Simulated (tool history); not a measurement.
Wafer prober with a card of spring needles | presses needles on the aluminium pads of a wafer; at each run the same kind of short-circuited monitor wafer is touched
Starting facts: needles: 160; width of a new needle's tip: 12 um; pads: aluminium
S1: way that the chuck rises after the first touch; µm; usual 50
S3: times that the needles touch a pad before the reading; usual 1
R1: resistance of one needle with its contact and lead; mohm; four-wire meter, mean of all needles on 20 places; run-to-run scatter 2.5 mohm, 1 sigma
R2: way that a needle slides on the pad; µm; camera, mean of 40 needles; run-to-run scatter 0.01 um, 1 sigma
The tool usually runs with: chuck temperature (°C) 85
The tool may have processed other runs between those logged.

{"run": 1, "hour": 0.0, "S1": 50, "chuck temperature (°C)": 85, "S3": 1, "R1": 505, "R2": 6.73}
{"hour": 3.0, "done": "tips cleaned on abrasive film"}
{"hour": 17.9, "done": "tips cleaned on abrasive film"}
{"hour": 32.7, "done": "tips cleaned on abrasive film"}
{"run": 2, "hour": 37.2, "S1": 50, "chuck temperature (°C)": 85, "S3": 1, "R1": 476, "R2": 6.71}
{"hour": 46.2, "done": "tips cleaned on abrasive film"}
{"hour": 61.0, "done": "tips cleaned on abrasive film"}
{"hour": 72.9, "done": "tips cleaned on abrasive film"}
{"hour": 85.0, "done": "tips cleaned on abrasive film"}
{"run": 3, "hour": 85.0, "S1": 50, "chuck temperature (°C)": 85, "S3": 1, "R1": 302, "R2": 6.65}
{"hour": 99.5, "done": "tips cleaned on abrasive film"}
{"hour": 105.7, "done": "height of the first contact set anew"}
{"hour": 114.5, "done": "tips cleaned on abrasive film"}
{"hour": 126.4, "done": "tips cleaned on abrasive film"}
{"run": 4, "hour": 127.0, "S1": 50, "chuck temperature (°C)": 85, "S3": 1, "R1": 344, "R2": 6.55}
{"hour": 138.8, "done": "tips cleaned on abrasive film"}
{"hour": 153.3, "done": "tips cleaned on abrasive film"}
{"run": 5, "hour": 153.5, "S1": 50, "chuck temperature (°C)": 85, "S3": 1, "R1": 325, "R2": 6.54}
{"hour": 168.1, "done": "tips cleaned on abrasive film"}
{"hour": 182.9, "done": "tips cleaned on abrasive film"}
{"hour": 197.6, "done": "tips cleaned on abrasive film"}
{"hour": 212.0, "done": "tips cleaned on abrasive film"}
{"run": 6, "hour": 216.0, "S1": 50, "chuck temperature (°C)": 85, "S3": 1, "R1": 493, "R2": 6.5}
{"hour": 224.7, "done": "tips cleaned on abrasive film"}
{"hour": 239.6, "done": "tips cleaned on abrasive film"}
{"hour": 253.2, "done": "tips cleaned on abrasive film"}
{"run": 7, "hour": 253.2, "S1": 50, "chuck temperature (°C)": 85, "S3": 1, "R1": 301, "R2": 6.46}
{"hour": 259.4, "done": "height of the first contact set anew"}
{"hour": 268.3, "done": "tips cleaned on abrasive film"}
{"hour": 283.1, "done": "tips cleaned on abrasive film"}
{"run": 8, "hour": 289.9, "S1": 50, "chuck temperature (°C)": 85, "S3": 1, "R1": 497, "R2": 6.77}
{"hour": 295.9, "done": "tips cleaned on abrasive film"}
{"hour": 310.6, "done": "tips cleaned on abrasive film"}
{"hour": 325.3, "done": "tips cleaned on abrasive film"}
{"hour": 340.1, "done": "tips cleaned on abrasive film"}
{"run": 9, "hour": 350.9, "S1": 50, "chuck temperature (°C)": 85, "S3": 1, "R1": 525, "R2": 6.69}
{"hour": 354.0, "done": "tips cleaned on abrasive film"}
{"hour": 368.7, "done": "height of the first contact set anew, once more"}
{"hour": 368.8, "done": "tips cleaned on abrasive film"}
{"hour": 383.7, "done": "tips cleaned on abrasive film"}
{"run": 10, "hour": 395.1, "S1": 50, "chuck temperature (°C)": 85, "S3": 1, "R1": 537, "R2": 6.75}
{"hour": 398.0, "done": "tips cleaned on abrasive film"}
{"hour": 412.6, "done": "tips cleaned on abrasive film"}
{"hour": 427.4, "done": "tips cleaned on abrasive film"}
{"hour": 442.2, "done": "tips cleaned on abrasive film"}
{"run": 11, "hour": 444.7, "S1": 50, "chuck temperature (°C)": 85, "S3": 1, "R1": 415, "R2": 6.7}
{"hour": 456.5, "done": "tips cleaned on abrasive film"}
{"hour": 471.0, "done": "tips cleaned on abrasive film"}
{"run": 12, "hour": 481.6, "S1": 50, "chuck temperature (°C)": 85, "S3": 1, "R1": 555, "R2": 6.66}
{"hour": 484.7, "done": "tips cleaned on abrasive film"}
{"hour": 499.4, "done": "tips cleaned on abrasive film"}
{"hour": 513.9, "done": "tips cleaned on abrasive film"}
{"hour": 523.0, "done": "height of the first contact set anew"}
{"run": 13, "hour": 524.7, "S1": 50, "chuck temperature (°C)": 85, "S3": 1, "R1": 543, "R2": 6.78}
{"hour": 527.7, "done": "tips cleaned on abrasive film"}
{"hour": 542.5, "done": "tips cleaned on abrasive film"}
{"hour": 557.3, "done": "tips cleaned on abrasive film"}
{"hour": 572.1, "done": "tips cleaned on abrasive film"}
{"run": 14, "hour": 583.3, "S1": 36, "chuck temperature (°C)": 85, "S3": 1, "R1": 781, "R2": 4.83}
{"hour": 586.4, "done": "tips cleaned on abrasive film"}
{"hour": 601.2, "done": "tips cleaned on abrasive film"}
{"hour": 616.0, "done": "tips cleaned on abrasive film"}
{"run": 15, "hour": 617.6, "S1": 50, "chuck temperature (°C)": 80, "S3": 1, "R1": 407, "R2": 6.67}
{"hour": 629.3, "done": "tips cleaned on abrasive film"}
{"hour": 644.1, "done": "tips cleaned on abrasive film"}
{"run": 16, "hour": 647.2, "S1": 50, "chuck temperature (°C)": 80, "S3": 1, "R1": 484, "R2": 6.66}
{"hour": 656.2, "done": "tips cleaned on abrasive film"}
{"hour": 670.7, "done": "tips cleaned on abrasive film"}
{"run": 17, "hour": 673.9, "S1": 50, "chuck temperature (°C)": 80, "S3": 1, "R1": 463, "R2": 6.6}
{"hour": 676.8, "done": "height of the first contact set anew"}
{"hour": 685.8, "done": "tips cleaned on abrasive film"}
{"hour": 700.5, "done": "tips cleaned on abrasive film"}
{"hour": 715.2, "done": "tips cleaned on abrasive film"}
{"hour": 730.0, "done": "tips cleaned on abrasive film"}
{"run": 18, "hour": 731.5, "S1": 50, "chuck temperature (°C)": 80, "S3": 1, "R1": 394, "R2": 6.71}
{"hour": 743.2, "done": "tips cleaned on abrasive film"}
{"hour": 758.0, "done": "tips cleaned on abrasive film"}
{"hour": 772.9, "done": "tips cleaned on abrasive film"}
{"run": 19, "hour": 780.0, "S1": 50, "chuck temperature (°C)": 48, "S3": 1, "R1": 555, "R2": 6.66}
{"hour": 786.0, "done": "tips cleaned on abrasive film"}
{"hour": 800.9, "done": "tips cleaned on abrasive film"}
{"hour": 815.7, "done": "tips cleaned on abrasive film"}
{"hour": 830.2, "done": "tips cleaned on abrasive film"}
{"hour": 830.5, "done": "height of the first contact set anew"}
{"run": 20, "hour": 831.8, "S1": 65, "chuck temperature (°C)": 31, "S3": 1, "R1": 330, "R2": 8.81}
{"hour": 843.6, "done": "tips cleaned on abrasive film"}
{"hour": 855.5, "done": "tips cleaned on abrasive film"}
{"hour": 870.1, "done": "tips cleaned on abrasive film"}
{"run": 21, "hour": 873.3, "S1": 44, "chuck temperature (°C)": 97, "S3": 1, "R1": 531, "R2": 5.89}
{"hour": 882.3, "done": "tips cleaned on abrasive film"}
{"hour": 896.8, "done": "tips cleaned on abrasive film"}
{"hour": 911.3, "done": "tips cleaned on abrasive film"}
{"hour": 926.1, "done": "tips cleaned on abrasive film"}
{"run": 22, "hour": 931.8, "S1": 44, "chuck temperature (°C)": 97, "S3": 1, "R1": 607, "R2": 5.86}
{"hour": 940.4, "done": "tips cleaned on abrasive film"}
{"hour": 954.6, "done": "tips cleaned on abrasive film"}
{"hour": 966.5, "done": "tips cleaned on abrasive film"}
{"run": 23, "hour": 976.5, "S1": 46, "chuck temperature (°C)": 27, "S3": 1, "R1": 659, "R2": 6.06}
{"hour": 979.5, "done": "tips cleaned on abrasive film"}
{"hour": 982.8, "done": "height of the first contact set anew"}
{"hour": 994.7, "done": "tips cleaned on abrasive film"}
{"hour": 1009.3, "done": "tips cleaned on abrasive film"}
{"hour": 1022.5, "done": "tips cleaned on abrasive film"}
{"run": 24, "hour": 1022.5, "S1": 46, "chuck temperature (°C)": 27, "S3": 1, "R1": 308, "R2": 6.2}
{"hour": 1037.3, "done": "tips cleaned on abrasive film"}
{"hour": 1051.8, "done": "tips cleaned on abrasive film"}
{"hour": 1066.6, "done": "tips cleaned on abrasive film"}
{"hour": 1081.0, "done": "tips cleaned on abrasive film"}
{"run": 25, "hour": 1086.1, "S1": 46, "chuck temperature (°C)": 27, "S3": 1, "R1": 579, "R2": 6.14}
{"hour": 1095.0, "done": "tips cleaned on abrasive film"}
{"hour": 1109.8, "done": "tips cleaned on abrasive film"}
{"run": 26, "hour": 1121.5, "S1": 46, "chuck temperature (°C)": 27, "S3": 1, "R1": 676, "R2": 6.12}
{"hour": 1124.5, "done": "tips cleaned on abrasive film"}
{"hour": 1136.6, "done": "height of the first contact set anew"}
{"hour": 1139.6, "done": "tips cleaned on abrasive film"}
{"hour": 1154.5, "done": "tips cleaned on abrasive film"}
{"hour": 1166.4, "done": "tips cleaned on abrasive film"}
{"hour": 1181.1, "done": "tips cleaned on abrasive film"}
{"run": 27, "hour": 1181.1, "S1": 56, "chuck temperature (°C)": 85, "S3": 1, "R1": 312, "R2": 7.54}

Each run again, without the hidden state but with its own random variation kept:
Unlogged tool condition in this case: debris on the tips, nm; way that the needles fall short of the set height, um; tips' diameter, um; drift of the gauge itself on contact_mohm, %; drift of the gauge itself on scrub_um, %.
run=1 R1=277 R2=6.78
run=2 R1=286 R2=6.79
run=3 R1=283 R2=6.79
run=4 R1=280 R2=6.76
run=5 R1=279 R2=6.78
run=6 R1=278 R2=6.79
run=7 R1=278 R2=6.79
run=8 R1=276 R2=6.79
run=9 R1=278 R2=6.78
run=10 R1=281 R2=6.78
run=11 R1=275 R2=6.79
run=12 R1=283 R2=6.78
run=13 R1=280 R2=6.78
run=14 R1=286 R2=4.89
run=15 R1=281 R2=6.77
run=16 R1=280 R2=6.80
run=17 R1=277 R2=6.77
run=18 R1=277 R2=6.77
run=19 R1=271 R2=6.76
run=20 R1=259 R2=8.81
run=21 R1=288 R2=5.94
run=22 R1=283 R2=5.97
run=23 R1=269 R2=6.22
run=24 R1=266 R2=6.24
run=25 R1=267 R2=6.24
run=26 R1=266 R2=6.24
run=27 R1=283 R2=7.59
